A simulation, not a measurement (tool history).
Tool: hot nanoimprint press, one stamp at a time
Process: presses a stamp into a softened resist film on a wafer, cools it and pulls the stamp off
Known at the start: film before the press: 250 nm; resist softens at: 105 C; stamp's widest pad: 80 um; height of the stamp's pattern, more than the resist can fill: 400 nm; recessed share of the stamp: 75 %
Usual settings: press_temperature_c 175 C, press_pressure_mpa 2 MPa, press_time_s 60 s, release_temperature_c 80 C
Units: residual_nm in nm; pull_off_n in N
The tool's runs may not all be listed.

run 1 hour=0 | press_temperature_c=175 press_pressure_mpa=2 press_time_s=60 release_temperature_c=80 | residual_nm=103.9 pull_off_n=210
run 2 hour=43.9 | press_temperature_c=175 press_pressure_mpa=2 press_time_s=60 release_temperature_c=80 | residual_nm=101.5 pull_off_n=211
run 3 hour=101.2 | press_temperature_c=175 press_pressure_mpa=2 press_time_s=60 release_temperature_c=80 | residual_nm=102 pull_off_n=218
run 4 hour=147 | press_temperature_c=175 press_pressure_mpa=2 press_time_s=60 release_temperature_c=80 | residual_nm=101.9 pull_off_n=220
run 5 hour=203.5 | press_temperature_c=175 press_pressure_mpa=2 press_time_s=60 release_temperature_c=80 | residual_nm=101.6 pull_off_n=222
run 6 hour=250.5 | press_temperature_c=175 press_pressure_mpa=2 press_time_s=60 release_temperature_c=80 | residual_nm=102.2 pull_off_n=220
run 7 hour=310.5 | press_temperature_c=175 press_pressure_mpa=2 press_time_s=60 release_temperature_c=82 | residual_nm=101 pull_off_n=220
-- hour=359 stamp cleaned and given a new release coat
run 8 hour=374.8 | press_temperature_c=175 press_pressure_mpa=2 press_time_s=60 release_temperature_c=82 | residual_nm=101.2 pull_off_n=203
run 9 hour=409 | press_temperature_c=170 press_pressure_mpa=2 press_time_s=60 release_temperature_c=80 | residual_nm=127.8 pull_off_n=206
-- hour=415.3 plate thermocouple calibrated
run 10 hour=445.3 | press_temperature_c=170 press_pressure_mpa=2 press_time_s=60 release_temperature_c=80 | residual_nm=127.3 pull_off_n=208
run 11 hour=491.5 | press_temperature_c=175 press_pressure_mpa=2 press_time_s=60 release_temperature_c=87 | residual_nm=99.8 pull_off_n=177
run 12 hour=529 | press_temperature_c=175 press_pressure_mpa=2 press_time_s=60 release_temperature_c=87 | residual_nm=100.2 pull_off_n=185
run 13 hour=558.4 | press_temperature_c=175 press_pressure_mpa=2 press_time_s=60 release_temperature_c=87 | residual_nm=98.3 pull_off_n=181
run 14 hour=603.5 | press_temperature_c=175 press_pressure_mpa=2 press_time_s=60 release_temperature_c=80 | residual_nm=98.9 pull_off_n=219
run 15 hour=652.2 | press_temperature_c=175 press_pressure_mpa=2 press_time_s=60 release_temperature_c=80 | residual_nm=98.3 pull_off_n=221
run 16 hour=688.2 | press_temperature_c=175 press_pressure_mpa=2 press_time_s=60 release_temperature_c=80 | residual_nm=97.8 pull_off_n=219
-- hour=722.9 stamp cleaned and given a new release coat
-- hour=744 plate thermocouple calibrated, once more
run 17 hour=753.8 | press_temperature_c=169 press_pressure_mpa=2.3 press_time_s=78 release_temperature_c=79 | residual_nm=124.3 pull_off_n=217
run 18 hour=811.5 | press_temperature_c=167 press_pressure_mpa=2 press_time_s=111 release_temperature_c=80 | residual_nm=127.5 pull_off_n=220
run 19 hour=855.2 | press_temperature_c=167 press_pressure_mpa=2 press_time_s=111 release_temperature_c=80 | residual_nm=127.8 pull_off_n=219
run 20 hour=900.2 | press_temperature_c=165 press_pressure_mpa=1.52 press_time_s=40 release_temperature_c=76 | residual_nm=199.1 pull_off_n=237
run 21 hour=960.4 | press_temperature_c=180 press_pressure_mpa=1.52 press_time_s=40 release_temperature_c=83 | residual_nm=109.4 pull_off_n=207
run 22 hour=1010.1 | press_temperature_c=176 press_pressure_mpa=2 press_time_s=60 release_temperature_c=70 | residual_nm=100.6 pull_off_n=278
run 23 hour=1050.5 | press_temperature_c=176 press_pressure_mpa=2 press_time_s=60 release_temperature_c=70 | residual_nm=100.3 pull_off_n=281
-- hour=1085.1 stamp cleaned and given a new release coat
run 24 hour=1114.9 | press_temperature_c=185 press_pressure_mpa=2.61 press_time_s=54 release_temperature_c=70 | residual_nm=58.4 pull_off_n=253
run 25 hour=1160.7 | press_temperature_c=185 press_pressure_mpa=2.61 press_time_s=54 release_temperature_c=70 | residual_nm=57.7 pull_off_n=262
run 26 hour=1219.7 | press_temperature_c=185 press_pressure_mpa=2.61 press_time_s=54 release_temperature_c=70 | residual_nm=56.5 pull_off_n=260
run 27 hour=1249.1 | press_temperature_c=185 press_pressure_mpa=2.61 press_time_s=54 release_temperature_c=70 | residual_nm=57 pull_off_n=268
run 28 hour=1273.4 | press_temperature_c=176 press_pressure_mpa=1.36 press_time_s=54 release_temperature_c=70 | residual_nm=123 pull_off_n=262
run 29 hour=1329.4 | press_temperature_c=176 press_pressure_mpa=1.36 press_time_s=54 release_temperature_c=70 | residual_nm=122.2 pull_off_n=276
run 30 hour=1380.7 | press_temperature_c=168 press_pressure_mpa=1.36 press_time_s=36 release_temperature_c=69 | residual_nm=189.1 pull_off_n=282
run 31 hour=1425.3 | press_temperature_c=168 press_pressure_mpa=1.36 press_time_s=36 release_temperature_c=69 | residual_nm=187.6 pull_off_n=279

Measured less the same run without the tool's hidden state. The same run-to-run variation is in both; the gauge's scatter may not be:
The hidden state here: true temperature over the reading, C; pressure that arrives at the usual setting, %; grip of the stamp's worn release coat, % over a new coat's; drift of the gauge itself on residual_nm, %; drift of the gauge itself on pull_off_n, %.
run=1 residual_nm=-1.6 pull_off_n=-2
run=2 residual_nm=-1.9 pull_off_n=+0
run=3 residual_nm=-2.2 pull_off_n=+3
run=4 residual_nm=-2.5 pull_off_n=+5
run=5 residual_nm=-2.8 pull_off_n=+7
run=6 residual_nm=-3.2 pull_off_n=+10
run=7 residual_nm=-3.5 pull_off_n=+12
run=8 residual_nm=-3.8 pull_off_n=-4
run=9 residual_nm=-5 pull_off_n=-2
run=10 residual_nm=-6.3 pull_off_n=-1
run=11 residual_nm=-5.4 pull_off_n=-1
run=12 residual_nm=-5.6 pull_off_n=+1
run=13 residual_nm=-5.8 pull_off_n=+2
run=14 residual_nm=-6.2 pull_off_n=+6
run=15 residual_nm=-6.4 pull_off_n=+7
run=16 residual_nm=-6.6 pull_off_n=+9
run=17 residual_nm=+2.3 pull_off_n=+1
run=18 residual_nm=+1.5 pull_off_n=+4
run=19 residual_nm=+1.2 pull_off_n=+6
run=20 residual_nm=+0 pull_off_n=+8
run=21 residual_nm=+0 pull_off_n=+10
run=22 residual_nm=+0.2 pull_off_n=+17
run=23 residual_nm=+0 pull_off_n=+19
run=24 residual_nm=+0.5 pull_off_n=-1
run=25 residual_nm=+0.4 pull_off_n=+1
run=26 residual_nm=+0.3 pull_off_n=+5
run=27 residual_nm=+0.2 pull_off_n=+7
run=28 residual_nm=-2.7 pull_off_n=+8
run=29 residual_nm=-3.1 pull_off_n=+11
run=30 residual_nm=-3.8 pull_off_n=+15
run=31 residual_nm=-4.2 pull_off_n=+17
